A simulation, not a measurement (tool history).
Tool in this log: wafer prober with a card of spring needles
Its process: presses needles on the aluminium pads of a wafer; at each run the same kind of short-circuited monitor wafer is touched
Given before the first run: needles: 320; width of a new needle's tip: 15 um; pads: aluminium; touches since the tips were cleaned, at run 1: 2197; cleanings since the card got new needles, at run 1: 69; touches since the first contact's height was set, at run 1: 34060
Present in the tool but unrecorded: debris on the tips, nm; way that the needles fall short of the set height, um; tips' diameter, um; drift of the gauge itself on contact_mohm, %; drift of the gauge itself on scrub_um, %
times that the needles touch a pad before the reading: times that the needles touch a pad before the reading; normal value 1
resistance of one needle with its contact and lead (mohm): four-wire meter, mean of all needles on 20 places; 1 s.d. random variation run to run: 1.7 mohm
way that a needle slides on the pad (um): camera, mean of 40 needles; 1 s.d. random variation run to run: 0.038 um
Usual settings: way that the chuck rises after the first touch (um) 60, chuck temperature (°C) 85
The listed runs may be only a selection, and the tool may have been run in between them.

| run | hour | way that the chuck rises after the first touch (um) | chuck temperature (°C) | times that the needles touch a pad before the reading | touches since the tips were cleaned | cleanings since the card got new needles | touches since the first contact's height was set | resistance of one needle with its contact and lead (mohm) | way that a needle slides on the pad (um) |
|---|---|---|---|---|---|---|---|---|---|
| 1 | 0.0 | 60 | 85 | 1 | 2197 | 69 | 34060 | 262 | 8.63 |
|  | 14.4 | tips cleaned on abrasive film |
|  | 40.1 | tips cleaned on abrasive film |
| 2 | 62.2 | 60 | 85 | 1 | 4141 | 71 | 45645 | 299 | 8.63 |
|  | 68.2 | tips cleaned on abrasive film |
|  | 94.2 | tips cleaned on abrasive film |
| 3 | 94.2 | 60 | 44 | 1 | 0 | 73 | 51588 | 170 | 8.63 |
|  | 120.5 | tips cleaned on abrasive film |
|  | 145.7 | tips cleaned on abrasive film |
| 4 | 151.4 | 60 | 44 | 1 | 1068 | 75 | 62236 | 233 | 8.52 |
|  | 170.2 | tips cleaned on abrasive film |
| 5 | 183.9 | 60 | 85 | 1 | 2560 | 76 | 68286 | 283 | 8.54 |
|  | 196.5 | tips cleaned on abrasive film |
|  | 202.4 | height of the first contact set anew |
| 6 | 215.6 | 60 | 85 | 1 | 3514 | 77 | 2467 | 307 | 8.42 |
|  | 223.4 | tips cleaned on abrasive film |
|  | 250.2 | tips cleaned on abrasive film |
|  | 276.3 | tips cleaned on abrasive film |
| 7 | 279.7 | 60 | 85 | 1 | 651 | 80 | 14391 | 227 | 8.45 |
|  | 301.1 | tips cleaned on abrasive film |
| 8 | 317.8 | 60 | 85 | 1 | 3122 | 81 | 21488 | 303 | 8.38 |
|  | 327.7 | tips cleaned on abrasive film |
| 9 | 344.9 | 60 | 85 | 1 | 3213 | 82 | 26531 | 306 | 8.38 |
|  | 353.5 | tips cleaned on abrasive film |
|  | 378.5 | tips cleaned on abrasive film |
| 10 | 388.7 | 60 | 85 | 1 | 1898 | 84 | 34661 | 279 | 8.34 |
|  | 405.5 | tips cleaned on abrasive film |
| 11 | 423.8 | 60 | 85 | 1 | 3407 | 85 | 41199 | 316 | 8.28 |
|  | 434.0 | tips cleaned on abrasive film |
|  | 462.5 | tips cleaned on abrasive film |
| 12 | 485.8 | 60 | 85 | 1 | 4364 | 87 | 52752 | 318 | 8.27 |
|  | 489.1 | tips cleaned on abrasive film |
|  | 515.4 | tips cleaned on abrasive film |
|  | 525.0 | height of the first contact set anew, once more |
| 13 | 536.1 | 60 | 85 | 1 | 3811 | 89 | 2085 | 304 | 8.75 |
|  | 541.0 | tips cleaned on abrasive film |
|  | 569.9 | tips cleaned on abrasive film |
| 14 | 588.6 | 60 | 85 | 1 | 3481 | 91 | 11840 | 298 | 8.70 |
|  | 596.6 | tips cleaned on abrasive film |
| 15 | 615.3 | 60 | 85 | 1 | 3496 | 92 | 16810 | 307 | 8.75 |
|  | 621.4 | tips cleaned on abrasive film |
|  | 646.9 | tips cleaned on abrasive film |
| 16 | 647.5 | 49 | 63 | 3 | 123 | 94 | 22794 | 178 | 7.11 |
|  | 673.3 | tips cleaned on abrasive film |
|  | 698.9 | tips cleaned on abrasive film |
| 17 | 698.9 | 47 | 92 | 2 | 0 | 96 | 32360 | 187 | 6.73 |
|  | 725.5 | tips cleaned on abrasive film |
|  | 750.5 | tips cleaned on abrasive film |
| 18 | 751.2 | 42 | 94 | 1 | 122 | 98 | 42082 | 230 | 5.98 |
|  | 774.5 | tips cleaned on abrasive film |
| 19 | 796.8 | 72 | 95 | 1 | 4175 | 99 | 50588 | 272 | 10.34 |
|  | 800.4 | tips cleaned on abrasive film |
|  | 826.3 | tips cleaned on abrasive film |
| 20 | 828.2 | 80 | 95 | 1 | 365 | 101 | 56423 | 186 | 11.48 |
|  | 855.1 | tips cleaned on abrasive film |
| 21 | 871.5 | 80 | 95 | 1 | 3058 | 102 | 64477 | 246 | 11.45 |
|  | 880.5 | tips cleaned on abrasive film |
|  | 905.3 | tips cleaned on abrasive film |
|  | 908.8 | height of the first contact set anew |
| 22 | 918.5 | 60 | 110 | 1 | 2400 | 104 | 1820 | 290 | 8.71 |
|  | 934.0 | tips cleaned on abrasive film |
|  | 958.4 | tips cleaned on abrasive film |
| 23 | 958.4 | 44 | 45 | 1 | 0 | 106 | 9240 | 189 | 6.38 |
|  | 983.1 | tips cleaned on abrasive film |
|  | 1008.4 | tips cleaned on abrasive film |
| 24 | 1015.2 | 43 | 31 | 1 | 1259 | 108 | 19802 | 325 | 6.15 |
|  | 1036.1 | tips cleaned on abrasive film |
|  | 1059.7 | tips cleaned on abrasive film |
| 25 | 1079.5 | 43 | 31 | 1 | 3701 | 110 | 31785 | 454 | 6.23 |
|  | 1084.9 | tips cleaned on abrasive film |
|  | 1112.8 | tips cleaned on abrasive film |
| 26 | 1130.7 | 52 | 31 | 1 | 3331 | 112 | 41304 | 355 | 7.48 |
|  | 1139.4 | tips cleaned on abrasive film |
|  | 1165.0 | tips cleaned on abrasive film |
| 27 | 1172.9 | 53 | 115 | 1 | 1472 | 114 | 49156 | 302 | 7.56 |
|  | 1189.3 | tips cleaned on abrasive film |
| 28 | 1202.8 | 53 | 115 | 1 | 2513 | 115 | 54718 | 338 | 7.55 |
|  | 1214.6 | tips cleaned on abrasive film |
|  | 1239.1 | tips cleaned on abrasive film |
| 29 | 1254.8 | 53 | 115 | 1 | 2932 | 117 | 64395 | 351 | 7.56 |

Entry by entry between the runs, the difference in hidden state between the last listed run before and the first listed run after:
From run 1 to run 2: tips cleaned on abrasive film (hour 14.4); tips cleaned on abrasive film (hour 40.1)
  debris on the tips, nm: 125.5 -> 168.4; way that the needles fall short of the set height, um: 0.68 -> 0.88; tips' diameter, um: 17.34 -> 17.41
  what was measured, less what the result would be without the hidden state, resistance of one needle with its contact and lead (mohm): +98 -> +134; way that a needle slides on the pad (um): -0.10 -> -0.13
From run 2 to run 3: tips cleaned on abrasive film (hour 68.2); tips cleaned on abrasive film (hour 94.2)
  debris on the tips, nm: 168.4 -> 11.1; way that the needles fall short of the set height, um: 0.88 -> 1.05; tips' diameter, um: 17.41 -> 17.47
  what was measured, less what the result would be without the hidden state, resistance of one needle with its contact and lead (mohm): +134 -> +11; way that a needle slides on the pad (um): -0.13 -> -0.16
From run 3 to run 4: tips cleaned on abrasive film (hour 120.5); tips cleaned on abrasive film (hour 145.7)
  debris on the tips, nm: 11.1 -> 89.5; way that the needles fall short of the set height, um: 1.05 -> 1.3; tips' diameter, um: 17.47 -> 17.56
  what was measured, less what the result would be without the hidden state, resistance of one needle with its contact and lead (mohm): +11 -> +77; way that a needle slides on the pad (um): -0.16 -> -0.19
From run 4 to run 5: tips cleaned on abrasive film (hour 170.2)
  debris on the tips, nm: 89.5 -> 142.5; way that the needles fall short of the set height, um: 1.3 -> 1.41; tips' diameter, um: 17.56 -> 17.59
  what was measured, less what the result would be without the hidden state, resistance of one needle with its contact and lead (mohm): +77 -> +117; way that a needle slides on the pad (um): -0.19 -> -0.21
From run 5 to run 6: tips cleaned on abrasive film (hour 196.5); height of the first contact set anew (hour 202.4)
  debris on the tips, nm: 142.5 -> 162.9; way that the needles fall short of the set height, um: 1.41 -> 2.07; tips' diameter, um: 17.59 -> 17.62
  what was measured, less what the result would be without the hidden state, resistance of one needle with its contact and lead (mohm): +117 -> +138; way that a needle slides on the pad (um): -0.21 -> -0.30
From run 6 to run 7: tips cleaned on abrasive film (hour 223.4); tips cleaned on abrasive film (hour 250.2); tips cleaned on abrasive film (hour 276.3)
  debris on the tips, nm: 162.9 -> 70.2; way that the needles fall short of the set height, um: 2.07 -> 2.37; tips' diameter, um: 17.62 -> 17.73
  what was measured, less what the result would be without the hidden state, resistance of one needle with its contact and lead (mohm): +138 -> +61; way that a needle slides on the pad (um): -0.30 -> -0.35
From run 7 to run 8: tips cleaned on abrasive film (hour 301.1)
  debris on the tips, nm: 70.2 -> 154.7; way that the needles fall short of the set height, um: 2.37 -> 2.45; tips' diameter, um: 17.73 -> 17.76
  what was measured, less what the result would be without the hidden state, resistance of one needle with its contact and lead (mohm): +61 -> +135; way that a needle slides on the pad (um): -0.35 -> -0.36
From run 8 to run 9: tips cleaned on abrasive film (hour 327.7)
  debris on the tips, nm: 154.7 -> 156.8; way that the needles fall short of the set height, um: 2.45 -> 2.57; tips' diameter, um: 17.76 -> 17.8
  what was measured, less what the result would be without the hidden state, resistance of one needle with its contact and lead (mohm): +135 -> +137; way that a needle slides on the pad (um): -0.36 -> -0.38
From run 9 to run 10: tips cleaned on abrasive film (hour 353.5); tips cleaned on abrasive film (hour 378.5)
  debris on the tips, nm: 156.8 -> 121.9; way that the needles fall short of the set height, um: 2.57 -> 2.77; tips' diameter, um: 17.8 -> 17.87
  what was measured, less what the result would be without the hidden state, resistance of one needle with its contact and lead (mohm): +137 -> +109; way that a needle slides on the pad (um): -0.38 -> -0.40
From run 10 to run 11: tips cleaned on abrasive film (hour 405.5)
  debris on the tips, nm: 121.9 -> 163.1; way that the needles fall short of the set height, um: 2.77 -> 2.88; tips' diameter, um: 17.87 -> 17.91
  what was measured, less what the result would be without the hidden state, resistance of one needle with its contact and lead (mohm): +109 -> +146; way that a needle slides on the pad (um): -0.40 -> -0.42
From run 11 to run 12: tips cleaned on abrasive film (hour 434.0); tips cleaned on abrasive film (hour 462.5)
  debris on the tips, nm: 163.1 -> 172.3; way that the needles fall short of the set height, um: 2.88 -> 3.09; tips' diameter, um: 17.91 -> 17.98
  what was measured, less what the result would be without the hidden state, resistance of one needle with its contact and lead (mohm): +146 -> +153; way that a needle slides on the pad (um): -0.42 -> -0.45
From run 12 to run 13: tips cleaned on abrasive film (hour 489.1); tips cleaned on abrasive film (hour 515.4); height of the first contact set anew, once more (hour 525.0)
  debris on the tips, nm: 172.3 -> 167.6; way that the needles fall short of the set height, um: 3.09 -> 0; tips' diameter, um: 17.98 -> 18.04
  what was measured, less what the result would be without the hidden state, resistance of one needle with its contact and lead (mohm): +153 -> +137; way that a needle slides on the pad (um): -0.45 -> +0.00
From run 13 to run 14: tips cleaned on abrasive film (hour 541.0); tips cleaned on abrasive film (hour 569.9)
  debris on the tips, nm: 167.6 -> 158.7; way that the needles fall short of the set height, um: 0 -> 0.19; tips' diameter, um: 18.04 -> 18.11
  what was measured, less what the result would be without the hidden state, resistance of one needle with its contact and lead (mohm): +137 -> +132; way that a needle slides on the pad (um): +0.00 -> -0.03
From run 14 to run 15: tips cleaned on abrasive film (hour 596.6)
  debris on the tips, nm: 158.7 -> 161.6; way that the needles fall short of the set height, um: 0.19 -> 0.3; tips' diameter, um: 18.11 -> 18.15
  what was measured, less what the result would be without the hidden state, resistance of one needle with its contact and lead (mohm): +132 -> +137; way that a needle slides on the pad (um): -0.03 -> -0.05
From run 15 to run 16: tips cleaned on abrasive film (hour 621.4); tips cleaned on abrasive film (hour 646.9)
  debris on the tips, nm: 161.6 -> 21.4; way that the needles fall short of the set height, um: 0.3 -> 0.5; tips' diameter, um: 18.15 -> 18.22
  what was measured, less what the result would be without the hidden state, resistance of one needle with its contact and lead (mohm): +137 -> +13; way that a needle slides on the pad (um): -0.05 -> -0.07
From run 16 to run 17: tips cleaned on abrasive film (hour 673.3); tips cleaned on abrasive film (hour 698.9)
  debris on the tips, nm: 21.4 -> 10.4; way that the needles fall short of the set height, um: 0.5 -> 0.71; tips' diameter, um: 18.22 -> 18.29
  what was measured, less what the result would be without the hidden state, resistance of one needle with its contact and lead (mohm): +13 -> +12; way that a needle slides on the pad (um): -0.07 -> -0.10
From run 17 to run 18: tips cleaned on abrasive film (hour 725.5); tips cleaned on abrasive film (hour 750.5)
  debris on the tips, nm: 10.4 -> 30.4; way that the needles fall short of the set height, um: 0.71 -> 0.93; tips' diameter, um: 18.29 -> 18.37
  what was measured, less what the result would be without the hidden state, resistance of one needle with its contact and lead (mohm): +12 -> +54; way that a needle slides on the pad (um): -0.10 -> -0.14
From run 18 to run 19: tips cleaned on abrasive film (hour 774.5)
  debris on the tips, nm: 30.4 -> 169.6; way that the needles fall short of the set height, um: 0.93 -> 1.05; tips' diameter, um: 18.37 -> 18.41
  what was measured, less what the result would be without the hidden state, resistance of one needle with its contact and lead (mohm): +54 -> +106; way that a needle slides on the pad (um): -0.14 -> -0.15
From run 19 to run 20: tips cleaned on abrasive film (hour 800.4); tips cleaned on abrasive film (hour 826.3)
  debris on the tips, nm: 169.6 -> 39.5; way that the needles fall short of the set height, um: 1.05 -> 1.25; tips' diameter, um: 18.41 -> 18.48
  what was measured, less what the result would be without the hidden state, resistance of one needle with its contact and lead (mohm): +106 -> +22; way that a needle slides on the pad (um): -0.15 -> -0.18
From run 20 to run 21: tips cleaned on abrasive film (hour 855.1)
  debris on the tips, nm: 39.5 -> 158.3; way that the needles fall short of the set height, um: 1.25 -> 1.38; tips' diameter, um: 18.48 -> 18.52
  what was measured, less what the result would be without the hidden state, resistance of one needle with its contact and lead (mohm): +22 -> +83; way that a needle slides on the pad (um): -0.18 -> -0.20
From run 21 to run 22: tips cleaned on abrasive film (hour 880.5); tips cleaned on abrasive film (hour 905.3); height of the first contact set anew (hour 908.8)
  debris on the tips, nm: 158.3 -> 143.1; way that the needles fall short of the set height, um: 1.38 -> 0; tips' diameter, um: 18.52 -> 18.6
  what was measured, less what the result would be without the hidden state, resistance of one needle with its contact and lead (mohm): +83 -> +119; way that a needle slides on the pad (um): -0.20 -> +0.00
From run 22 to run 23: tips cleaned on abrasive film (hour 934.0); tips cleaned on abrasive film (hour 958.4)
  debris on the tips, nm: 143.1 -> 11.4; way that the needles fall short of the set height, um: 0 -> 0.23; tips' diameter, um: 18.6 -> 18.68
  what was measured, less what the result would be without the hidden state, resistance of one needle with its contact and lead (mohm): +119 -> +23; way that a needle slides on the pad (um): +0.00 -> -0.03
From run 23 to run 24: tips cleaned on abrasive film (hour 983.1); tips cleaned on abrasive film (hour 1008.4)
  debris on the tips, nm: 11.4 -> 92.5; way that the needles fall short of the set height, um: 0.23 -> 0.4; tips' diameter, um: 18.68 -> 18.74
  what was measured, less what the result would be without the hidden state, resistance of one needle with its contact and lead (mohm): +23 -> +163; way that a needle slides on the pad (um): -0.03 -> -0.06
From run 24 to run 25: tips cleaned on abrasive film (hour 1036.1); tips cleaned on abrasive film (hour 1059.7)
  debris on the tips, nm: 92.5 -> 165.6; way that the needles fall short of the set height, um: 0.4 -> 0.61; tips' diameter, um: 18.74 -> 18.81
  what was measured, less what the result would be without the hidden state, resistance of one needle with its contact and lead (mohm): +163 -> +293; way that a needle slides on the pad (um): -0.06 -> -0.09
From run 25 to run 26: tips cleaned on abrasive film (hour 1084.9); tips cleaned on abrasive film (hour 1112.8)
  debris on the tips, nm: 165.6 -> 156.1; way that the needles fall short of the set height, um: 0.61 -> 0.84; tips' diameter, um: 18.81 -> 18.89
  what was measured, less what the result would be without the hidden state, resistance of one needle with its contact and lead (mohm): +293 -> +198; way that a needle slides on the pad (um): -0.09 -> -0.13
From run 26 to run 27: tips cleaned on abrasive film (hour 1139.4); tips cleaned on abrasive film (hour 1165.0)
  debris on the tips, nm: 156.1 -> 115.3; way that the needles fall short of the set height, um: 0.84 -> 1.05; tips' diameter, um: 18.89 -> 18.97
  what was measured, less what the result would be without the hidden state, resistance of one needle with its contact and lead (mohm): +198 -> +128; way that a needle slides on the pad (um): -0.13 -> -0.16
From run 27 to run 28: tips cleaned on abrasive film (hour 1189.3)
  debris on the tips, nm: 115.3 -> 146.8; way that the needles fall short of the set height, um: 1.05 -> 1.14; tips' diameter, um: 18.97 -> 19
  what was measured, less what the result would be without the hidden state, resistance of one needle with its contact and lead (mohm): +128 -> +162; way that a needle slides on the pad (um): -0.16 -> -0.16
From run 28 to run 29: tips cleaned on abrasive film (hour 1214.6); tips cleaned on abrasive film (hour 1239.1)
  debris on the tips, nm: 146.8 -> 156.2; way that the needles fall short of the set height, um: 1.14 -> 1.36; tips' diameter, um: 19 -> 19.08
  what was measured, less what the result would be without the hidden state, resistance of one needle with its contact and lead (mohm): +162 -> +176; way that a needle slides on the pad (um): -0.16 -> -0.20
